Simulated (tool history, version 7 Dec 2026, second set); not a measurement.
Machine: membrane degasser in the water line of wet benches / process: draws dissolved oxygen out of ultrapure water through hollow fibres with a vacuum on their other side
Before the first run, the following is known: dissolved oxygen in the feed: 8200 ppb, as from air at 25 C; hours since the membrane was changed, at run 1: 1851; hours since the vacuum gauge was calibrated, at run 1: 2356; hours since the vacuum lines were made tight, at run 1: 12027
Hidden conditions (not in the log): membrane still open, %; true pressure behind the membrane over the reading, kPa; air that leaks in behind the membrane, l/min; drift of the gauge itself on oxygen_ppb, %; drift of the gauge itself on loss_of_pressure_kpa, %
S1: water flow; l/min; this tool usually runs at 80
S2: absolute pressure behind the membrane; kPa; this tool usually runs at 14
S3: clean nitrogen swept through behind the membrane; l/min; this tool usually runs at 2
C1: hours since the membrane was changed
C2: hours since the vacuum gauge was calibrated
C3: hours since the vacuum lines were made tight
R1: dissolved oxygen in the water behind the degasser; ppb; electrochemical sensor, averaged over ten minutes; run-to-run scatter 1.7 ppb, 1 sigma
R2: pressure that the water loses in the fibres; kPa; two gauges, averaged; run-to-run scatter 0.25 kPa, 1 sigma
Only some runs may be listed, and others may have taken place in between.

Run 1, hour 0: usual settings; C1 1851; C2 2356; C3 12027. Result: R1 806 ppb, R2 67.5 kPa.
Run 2, hour 50.7: usual settings; C1 1902; C2 2407; C3 12078. Result: R1 804.7 ppb, R2 67.33 kPa.
Run 3, hour 135.2: usual settings; C1 1986; C2 2491; C3 12162. Result: R1 807.5 ppb, R2 67.34 kPa.
Run 4, hour 212.1: usual settings; C1 2063; C2 2568; C3 12239. Result: R1 805.6 ppb, R2 67.73 kPa.
Run 5, hour 263.3: usual settings but S3 2.62 l/min; C1 2115; C2 2619; C3 12290. Result: R1 658.4 ppb, R2 67.67 kPa.
Run 6, hour 314.5: usual settings but S3 2.62 l/min; C1 2166; C2 2671; C3 12342. Result: R1 658.3 ppb, R2 67.63 kPa.
Run 7, hour 395.2: usual settings; C1 2246; C2 2751; C3 12422. Result: R1 807.2 ppb, R2 67.25 kPa.
Run 8, hour 435.6: usual settings; C1 2287; C2 2792; C3 12463. Result: R1 808.7 ppb, R2 67.07 kPa.
Run 9, hour 522.4: usual settings but S2 11.2 kPa; C1 2374; C2 2878; C3 12550. Result: R1 610.7 ppb, R2 67.18 kPa.
Run 10, hour 601: usual settings; C1 2452; C2 2957; C3 12628. Result: R1 807.4 ppb, R2 67.19 kPa.
Run 11, hour 641.2: usual settings; C1 2492; C2 2997; C3 12668. Result: R1 806.7 ppb, R2 67.56 kPa.
Run 12, hour 722: usual settings but S1 53 l/min, S2 11.8 kPa, S3 0.81 l/min; C1 2573; C2 3078; C3 12749. Result: R1 917.1 ppb, R2 44.6 kPa.
Run 13, hour 779.9: usual settings but S1 101 l/min, S2 27.6 kPa, S3 4.31 l/min; C1 2631; C2 3136; C3 12807. Result: R1 1125.7 ppb, R2 84.93 kPa.
Run 14, hour 875: usual settings but S1 52 l/min, S3 1.35 l/min; C1 2726; C2 3231; C3 12902. Result: R1 783 ppb, R2 43.93 kPa.
Run 15, hour 944.1: usual settings but S1 66 l/min, S3 1.33 l/min; C1 2795; C2 3300; C3 12971. Result: R1 944.5 ppb, R2 55.64 kPa.
Run 16, hour 1001.1: usual settings but S1 66 l/min, S3 1.71 l/min; C1 2852; C2 3357; C3 13028. Result: R1 787.3 ppb, R2 55.56 kPa.
Run 17, hour 1079.9: usual settings but S1 66 l/min, S3 1.71 l/min; C1 2931; C2 3436; C3 13107. Result: R1 786.1 ppb, R2 55.67 kPa.
Run 18, hour 1173.1: usual settings but S1 66 l/min, S3 1.71 l/min; C1 3024; C2 3529; C3 13200. Result: R1 783.4 ppb, R2 55.72 kPa.
Run 19, hour 1246.1: usual settings but S1 100 l/min, S2 10.1 kPa; C1 3097; C2 3602; C3 13273. Result: R1 637.1 ppb, R2 84.36 kPa.
Run 20, hour 1319.3: usual settings but S1 119 l/min, S2 10.1 kPa, S3 1.19 l/min; C1 3171; C2 3675; C3 13347. Result: R1 1002.1 ppb, R2 100.85 kPa.
At hour 1348.8: seals of the vacuum lines changed.
Run 21, hour 1415.9: usual settings but S1 119 l/min, S2 10.1 kPa, S3 1.19 l/min; C1 3265; C2 3770; C3 67. Result: R1 1006.4 ppb, R2 100.38 kPa.

What would each run have given without the hidden state, its run-to-run variation left as it was?
run      R1     R2
  1   800.8  66.88
  2   799.5  66.69
  3   802.1  66.67
  4   800.1  67.03
  5   652.5  66.96
  6   652.4  66.91
  7   801.4  66.49
  8   802.8  66.31
  9   604.9  66.39
 10   801.3  66.38
 11   800.5  66.73
 12   914.6  44.04
 13  1117.2  83.83
 14   775.9  43.35
 15   938.8  54.88
 16   780.4  54.78
 17   779.1  54.88
 18   776.2   54.9
 19   629.6  83.09
 20   995.4   99.3
 21   993.6  98.78

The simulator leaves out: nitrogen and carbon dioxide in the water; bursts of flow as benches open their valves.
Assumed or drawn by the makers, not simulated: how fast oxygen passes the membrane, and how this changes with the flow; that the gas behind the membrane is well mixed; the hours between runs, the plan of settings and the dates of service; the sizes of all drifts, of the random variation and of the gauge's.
